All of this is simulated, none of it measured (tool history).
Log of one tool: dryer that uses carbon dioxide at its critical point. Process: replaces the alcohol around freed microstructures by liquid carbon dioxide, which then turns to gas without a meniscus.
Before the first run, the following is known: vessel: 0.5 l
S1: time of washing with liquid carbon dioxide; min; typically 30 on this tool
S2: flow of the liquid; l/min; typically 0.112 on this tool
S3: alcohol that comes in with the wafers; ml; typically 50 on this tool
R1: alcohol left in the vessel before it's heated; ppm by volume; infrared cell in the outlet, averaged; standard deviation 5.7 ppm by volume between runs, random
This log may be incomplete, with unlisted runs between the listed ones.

run	hour	S1	S2	S3	R1
1	0	30	0.112	50	306
2	24.6	30	0.112	50	320
3	58.1	30	0.112	50	362
4	75.9	30	0.112	50	370
5	118.9	30	0.112	50	415
6	151.2	30	0.112	50	464
7	195.5	30	0.112	50	517
# hour 210.7: inlet filter changed
8	217.3	44	0.112	50	88
9	255.6	44	0.112	50	100
# hour 297.8: purifier's bed changed
10	299.2	44	0.112	96	42
11	327.2	41	0.112	50	30
12	359	41	0.112	50	43
13	393.9	18	0.112	50	3129
14	413.3	30	0.112	50	345
15	448.2	30	0.112	22	176
16	477.4	40	0.112	50	82
# hour 497.6: inlet filter changed
17	517.1	30	0.178	22	22
18	537.1	30	0.112	112	480
19	573	30	0.112	112	530
20	596.7	35	0.086	114	995
21	630	30	0.112	24	157
22	653.2	30	0.112	24	167
23	690.4	30	0.112	24	190
24	713.6	30	0.112	24	194
25	742.4	44	0.083	50	249
26	773.4	44	0.083	50	271
# hour 782.9: inlet filter changed
27	799.8	44	0.083	50	142
28	843.5	30	0.077	108	3005
29	863.9	33	0.177	22	41
30	898.2	33	0.171	41	43
31	931.7	48	0.112	47	40
32	965.9	22	0.175	67	258

Predict each of these 4 candidate next runs independently; none follows another, all start after run 32:
A	1003.3	42	0.168	31	?
B	1003.3	22	0.082	76	?
C	1003.3	22	0.167	116	?
D	1003.3	22	0.175	45	?

run	R1
A	37
B	7254
C	636
D	219
The same runs, with their run-to-run variation unchanged, on a tool lacking any hidden condition would have given:
run	R1
A	0
B	4848
C	276
D	83
